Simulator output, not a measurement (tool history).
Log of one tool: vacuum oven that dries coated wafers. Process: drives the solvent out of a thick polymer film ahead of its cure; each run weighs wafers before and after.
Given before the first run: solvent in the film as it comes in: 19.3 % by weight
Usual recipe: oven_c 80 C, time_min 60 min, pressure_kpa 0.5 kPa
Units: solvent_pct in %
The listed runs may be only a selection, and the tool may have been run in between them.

{"run": 1, "day": 0.0, "oven_c": 80, "time_min": 60, "pressure_kpa": 0.5, "solvent_pct": 1.75}
{"run": 2, "day": 0.579, "oven_c": 80, "time_min": 60, "pressure_kpa": 0.5, "solvent_pct": 1.74}
{"run": 3, "day": 1.267, "oven_c": 80, "time_min": 60, "pressure_kpa": 0.5, "solvent_pct": 1.73}
{"run": 4, "day": 2.192, "oven_c": 80, "time_min": 60, "pressure_kpa": 0.5, "solvent_pct": 1.72}
{"run": 5, "day": 2.6, "oven_c": 80, "time_min": 60, "pressure_kpa": 0.5, "solvent_pct": 1.73}
{"run": 6, "day": 3.367, "oven_c": 80, "time_min": 60, "pressure_kpa": 0.5, "solvent_pct": 1.77}
{"run": 7, "day": 3.871, "oven_c": 80, "time_min": 60, "pressure_kpa": 0.5, "solvent_pct": 1.78}
{"run": 8, "day": 4.683, "oven_c": 92, "time_min": 60, "pressure_kpa": 0.5, "solvent_pct": 0.31}
{"run": 9, "day": 5.45, "oven_c": 92, "time_min": 60, "pressure_kpa": 0.5, "solvent_pct": 0.27}
{"run": 10, "day": 6.038, "oven_c": 92, "time_min": 60, "pressure_kpa": 0.5, "solvent_pct": 0.28}
{"run": 11, "day": 6.762, "oven_c": 80, "time_min": 62, "pressure_kpa": 0.5, "solvent_pct": 1.65}
{"run": 12, "day": 7.396, "oven_c": 80, "time_min": 62, "pressure_kpa": 0.5, "solvent_pct": 1.62}
{"run": 13, "day": 7.8, "oven_c": 80, "time_min": 39, "pressure_kpa": 0.5, "solvent_pct": 3.74}
{"run": 14, "day": 8.317, "oven_c": 80, "time_min": 39, "pressure_kpa": 0.5, "solvent_pct": 3.77}
{"run": 15, "day": 8.879, "oven_c": 80, "time_min": 39, "pressure_kpa": 0.5, "solvent_pct": 3.67}

Expected results for the next run?
{"run": 16, "day": 9.467, "oven_c": 80, "time_min": 39, "pressure_kpa": 0.5, "solvent_pct": "?"}

solvent_pct: 3.66 %
If the tool had no hidden condition, the same run with the same run-to-run variation would have returned solvent_pct 3.66 %.
